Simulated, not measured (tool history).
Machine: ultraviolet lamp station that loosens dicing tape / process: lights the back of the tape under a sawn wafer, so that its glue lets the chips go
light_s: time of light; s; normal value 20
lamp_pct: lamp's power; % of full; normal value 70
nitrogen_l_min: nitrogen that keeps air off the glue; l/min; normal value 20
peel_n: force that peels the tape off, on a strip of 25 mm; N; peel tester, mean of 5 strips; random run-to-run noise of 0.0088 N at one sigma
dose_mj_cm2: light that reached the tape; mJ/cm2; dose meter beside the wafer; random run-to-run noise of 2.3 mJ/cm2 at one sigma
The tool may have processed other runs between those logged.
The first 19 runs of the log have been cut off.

Run 20, hour 238.3: usual settings but light_s 22 s, lamp_pct 87 % of full, nitrogen_l_min 12 l/min. Result: peel_n 0.278 N, dose_mj_cm2 340 mJ/cm2.
Run 21, hour 248: usual settings but light_s 22 s, lamp_pct 71 % of full, nitrogen_l_min 12 l/min. Result: peel_n 0.41 N, dose_mj_cm2 276 mJ/cm2.
Run 22, hour 261.8: usual settings but light_s 12 s, lamp_pct 96 % of full. Result: peel_n 0.548 N, dose_mj_cm2 202 mJ/cm2.
Run 23, hour 275.6: usual settings but light_s 11 s, lamp_pct 71 % of full, nitrogen_l_min 23 l/min. Result: peel_n 1.205 N, dose_mj_cm2 137 mJ/cm2.
Run 24, hour 294.6: usual settings but light_s 11 s, lamp_pct 71 % of full, nitrogen_l_min 23 l/min. Result: peel_n 1.166 N, dose_mj_cm2 137 mJ/cm2.
Run 25, hour 303.7: usual settings but light_s 12 s, lamp_pct 72 % of full, nitrogen_l_min 7 l/min. Result: peel_n 2.034 N, dose_mj_cm2 150 mJ/cm2.
Run 26, hour 316.4: usual settings but light_s 21 s, lamp_pct 77 % of full. Result: peel_n 0.28 N, dose_mj_cm2 283 mJ/cm2.
Run 27, hour 325.7: usual settings but light_s 21 s, lamp_pct 77 % of full. Result: peel_n 0.29 N, dose_mj_cm2 284 mJ/cm2.
Run 28, hour 344.4: usual settings but light_s 21 s, lamp_pct 77 % of full. Result: peel_n 0.288 N, dose_mj_cm2 286 mJ/cm2.
Run 29, hour 352.7: usual settings but light_s 24 s, lamp_pct 64 % of full. Result: peel_n 0.303 N, dose_mj_cm2 271 mJ/cm2.
Run 30, hour 371.7: usual settings but light_s 24 s, lamp_pct 64 % of full. Result: peel_n 0.291 N, dose_mj_cm2 270 mJ/cm2.
Run 31, hour 387.8: usual settings but light_s 23 s. Result: peel_n 0.276 N, dose_mj_cm2 283 mJ/cm2.
Run 32, hour 406.7: usual settings but light_s 23 s. Result: peel_n 0.284 N, dose_mj_cm2 285 mJ/cm2.
Run 33, hour 425.7: usual settings but light_s 13 s, lamp_pct 83 % of full. Result: peel_n 0.65 N, dose_mj_cm2 188 mJ/cm2.
Run 34, hour 437: usual settings but light_s 13 s, lamp_pct 83 % of full. Result: peel_n 0.642 N, dose_mj_cm2 189 mJ/cm2.

Consider 3 possible next runs. They are alternatives, not a sequence: every one starts from the tool as it was left by run 34. What does each give?
Run A, hour 453.8: usual settings but light_s 17 s, nitrogen_l_min 7 l/min. Result: peel_n ?, dose_mj_cm2 ?.
Run B, hour 453.8: usual settings but light_s 12 s, lamp_pct 88 % of full, nitrogen_l_min 19 l/min. Result: peel_n ?, dose_mj_cm2 ?.
Run C, hour 453.8: usual settings but light_s 22 s, lamp_pct 72 % of full, nitrogen_l_min 32 l/min. Result: peel_n ?, dose_mj_cm2 ?.

run  peel_n  dose_mj_cm2
  A   1.079          208
  B   0.683          185
  C   0.245          278
Take away the tool's hidden state, keep each run's random variation, and the runs would have read:
run  peel_n  dose_mj_cm2
  A   1.076          208
  B   0.681          186
  C   0.244          279
